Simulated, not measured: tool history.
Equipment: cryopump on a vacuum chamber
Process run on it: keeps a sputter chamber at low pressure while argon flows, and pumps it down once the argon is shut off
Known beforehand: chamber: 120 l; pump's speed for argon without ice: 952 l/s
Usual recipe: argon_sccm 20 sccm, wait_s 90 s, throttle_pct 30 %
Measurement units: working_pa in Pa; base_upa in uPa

run,hour,argon_sccm,wait_s,throttle_pct,working_pa,base_upa
1,0,20,90,30,0.1243,1.88
2,35.2,20,90,30,0.1228,1.9
3,84.9,20,90,30,0.1233,1.93
4,157.6,20,41,30,0.1236,3.36
5,189.9,20,41,30,0.1247,3.33
6,264.3,20,90,30,0.1268,1.99
7,311,20,90,30,0.1263,1.99
8,368.4,10,24,34,0.0563,5.31
9,442.6,10,90,35,0.0549,2
10,508.7,10,90,35,0.0566,2.07
# hour 518.9: pump warmed up, emptied and cooled again
11,582,10,90,35,0.0513,1.89
12,651.4,20,99,35,0.1037,1.75
13,720.8,28,24,17,0.2959,5.18

Some steps in working_pa, run to run, broken into two amounts with sign: the step expected even without the hidden condition (settings, incoming material, random variation), and the rest, left for the hidden condition together with whatever gauge scatter is not in both the measured and the hidden-condition-free result:
Hidden state at play: pump's speed, % of a pump's without ice; cold plate's temperature, K; leak into the chamber, uPa l/s; drift of the gauge itself on working_pa, %; drift of the gauge itself on base_upa, %.
Run 10 -> 11: pump warmed up, emptied and cooled again. working_pa -0.0053 Pa: hidden state -0.005, all else -0.0003.
Run 12 -> 13: argon_sccm 20 -> 28, wait_s 99 -> 24, throttle_pct 35 -> 17. working_pa +0.1922 Pa: hidden state +0.0017, all else +0.1905.

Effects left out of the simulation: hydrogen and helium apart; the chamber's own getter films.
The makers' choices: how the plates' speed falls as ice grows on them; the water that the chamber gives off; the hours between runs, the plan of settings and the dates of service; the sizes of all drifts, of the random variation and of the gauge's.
